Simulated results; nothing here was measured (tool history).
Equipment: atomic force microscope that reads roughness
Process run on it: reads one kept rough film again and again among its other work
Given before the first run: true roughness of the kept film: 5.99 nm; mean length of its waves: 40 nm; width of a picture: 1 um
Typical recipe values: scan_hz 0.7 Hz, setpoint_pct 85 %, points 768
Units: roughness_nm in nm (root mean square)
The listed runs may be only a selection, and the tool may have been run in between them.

run 1 hour=0 | scan_hz=0.7 setpoint_pct=85 points=768 | roughness_nm=5.245
run 2 hour=25.3 | scan_hz=0.7 setpoint_pct=85 points=426 | roughness_nm=5.151
run 3 hour=58.1 | scan_hz=0.7 setpoint_pct=85 points=768 | roughness_nm=5.107
run 4 hour=88.5 | scan_hz=0.7 setpoint_pct=77 points=768 | roughness_nm=5.095
run 5 hour=108.4 | scan_hz=0.7 setpoint_pct=77 points=768 | roughness_nm=5.053
run 6 hour=143.4 | scan_hz=0.7 setpoint_pct=77 points=768 | roughness_nm=5.014
run 7 hour=179.6 | scan_hz=0.7 setpoint_pct=85 points=768 | roughness_nm=4.818
run 8 hour=209.1 | scan_hz=0.7 setpoint_pct=85 points=768 | roughness_nm=4.791
run 9 hour=227.3 | scan_hz=0.7 setpoint_pct=85 points=768 | roughness_nm=4.745
run 10 hour=253 | scan_hz=0.7 setpoint_pct=85 points=768 | roughness_nm=4.696
run 11 hour=285.8 | scan_hz=0.7 setpoint_pct=65 points=768 | roughness_nm=4.831
-- hour=308.6 new tip fitted
run 12 hour=312.9 | scan_hz=0.7 setpoint_pct=85 points=667 | roughness_nm=5.222
run 13 hour=330.3 | scan_hz=0.7 setpoint_pct=85 points=768 | roughness_nm=5.192
run 14 hour=362.1 | scan_hz=1.528 setpoint_pct=87 points=651 | roughness_nm=4.73
run 15 hour=381.6 | scan_hz=3.153 setpoint_pct=62 points=535 | roughness_nm=4.984
run 16 hour=420.2 | scan_hz=3.153 setpoint_pct=62 points=535 | roughness_nm=4.917
run 17 hour=458.6 | scan_hz=3.153 setpoint_pct=62 points=535 | roughness_nm=4.804
run 18 hour=495 | scan_hz=3.153 setpoint_pct=62 points=535 | roughness_nm=4.735
run 19 hour=520.9 | scan_hz=3.153 setpoint_pct=62 points=535 | roughness_nm=4.685
run 20 hour=545.8 | scan_hz=3.153 setpoint_pct=62 points=535 | roughness_nm=4.65
run 21 hour=574.1 | scan_hz=2.569 setpoint_pct=85 points=768 | roughness_nm=4.056
run 22 hour=591.6 | scan_hz=3.776 setpoint_pct=85 points=768 | roughness_nm=3.7
-- hour=618 new tip fitted
run 23 hour=618 | scan_hz=3.776 setpoint_pct=85 points=768 | roughness_nm=4.168
run 24 hour=640.1 | scan_hz=3.776 setpoint_pct=84 points=518 | roughness_nm=4.184
run 25 hour=676.5 | scan_hz=3.776 setpoint_pct=84 points=518 | roughness_nm=4.105

Some steps in roughness_nm, run to run, broken into two amounts with sign: the step expected even without the hidden condition (settings, incoming material, random variation), and the rest, left for the hidden condition together with whatever gauge scatter is not in both the measured and the hidden-condition-free result:
The hidden state here: radius of the tip, nm; height scale over the true one, %; drift of the gauge itself on roughness_nm, %.
Run 11 -> 12: setpoint_pct 65 -> 85, points 768 -> 667, new tip fitted. roughness_nm +0.391 nm (root mean square): hidden state +0.634, all else -0.243.
Run 20 -> 21: scan_hz 3.153 -> 2.569, setpoint_pct 62 -> 85, points 535 -> 768. roughness_nm -0.594 nm (root mean square): hidden state +0.011, all else -0.605.
Run 22 -> 23: new tip fitted. roughness_nm +0.468 nm (root mean square): hidden state +0.488, all else -0.02.
